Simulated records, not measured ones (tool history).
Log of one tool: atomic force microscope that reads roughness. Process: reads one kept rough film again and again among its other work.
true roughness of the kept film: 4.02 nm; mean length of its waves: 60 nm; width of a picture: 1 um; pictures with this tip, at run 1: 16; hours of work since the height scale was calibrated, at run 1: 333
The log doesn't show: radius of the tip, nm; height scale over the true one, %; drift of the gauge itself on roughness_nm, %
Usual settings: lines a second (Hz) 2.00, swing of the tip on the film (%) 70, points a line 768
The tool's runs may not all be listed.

run   hour  lines a second (Hz)  swing of the tip on the film (%)  points a line  pictures with this tip  hours of work since the height scale was calibrated  roughness of the kept film (nm (root mean square))
  1    0.0                 2.00                                70            768                      16                                                  333                                               3.680
  2   22.9                 2.00                                70            699                      53                                                  349                                               3.679
      37.1  -- new tip fitted
  3   47.9                 2.00                                70            572                      17                                                  365                                               3.728
  4   70.7                 2.00                                70            572                      54                                                  380                                               3.689
      83.1  -- new tip fitted
  5   95.6                 2.00                                70            572                      20                                                  397                                               3.691
  6  115.0                 2.00                                70            572                      51                                                  410                                               3.705
     129.4  -- new tip fitted
  7  140.4                 2.38                                70            572                      17                                                  426                                               3.652
  8  158.0                 2.38                                70            572                      46                                                  438                                               3.628
     177.2  -- new tip fitted
  9  179.6                 2.00                                70            768                       4                                                  452                                               3.674
 10  202.0                 1.42                                61            366                      40                                                  467                                               3.799
 11  216.4                 0.57                                75            366                      63                                                  477                                               3.808
     223.8  -- new tip fitted
 12  239.2                 0.57                                74            316                      25                                                  492                                               3.806
 13  254.2                 2.00                                58            371                      49                                                  502                                               3.790
 14  267.3                 3.21                                56            297                      70                                                  510                                               3.734
     270.4  -- new tip fitted
 15  290.3                 2.00                                70            834                      32                                                  525                                               3.671
 16  315.0                 2.00                                70            834                      71                                                  542                                               3.667
     317.8  -- new tip fitted
 17  327.0                 3.44                                70            768                      14                                                  549                                               3.550

Forecast each of these 4 alternatives for the next run:
  A  349.2                 3.44                                78            768                      50                                                  564                                                   ?
  B  349.2                 2.12                                70            295                      50                                                  564                                                   ?
  C  349.2                 1.60                                88            644                      50                                                  564                                                   ?
  D  349.2                 1.31                                70            768                      50                                                  564                                                   ?

run  roughness of the kept film (nm (root mean square))
  A                                               3.386
  B                                               3.677
  C                                               3.486
  D                                               3.735
Without the tool's hidden state the same runs would have given:
run  roughness of the kept film (nm (root mean square))
  A                                               3.393
  B                                               3.685
  C                                               3.494
  D                                               3.744
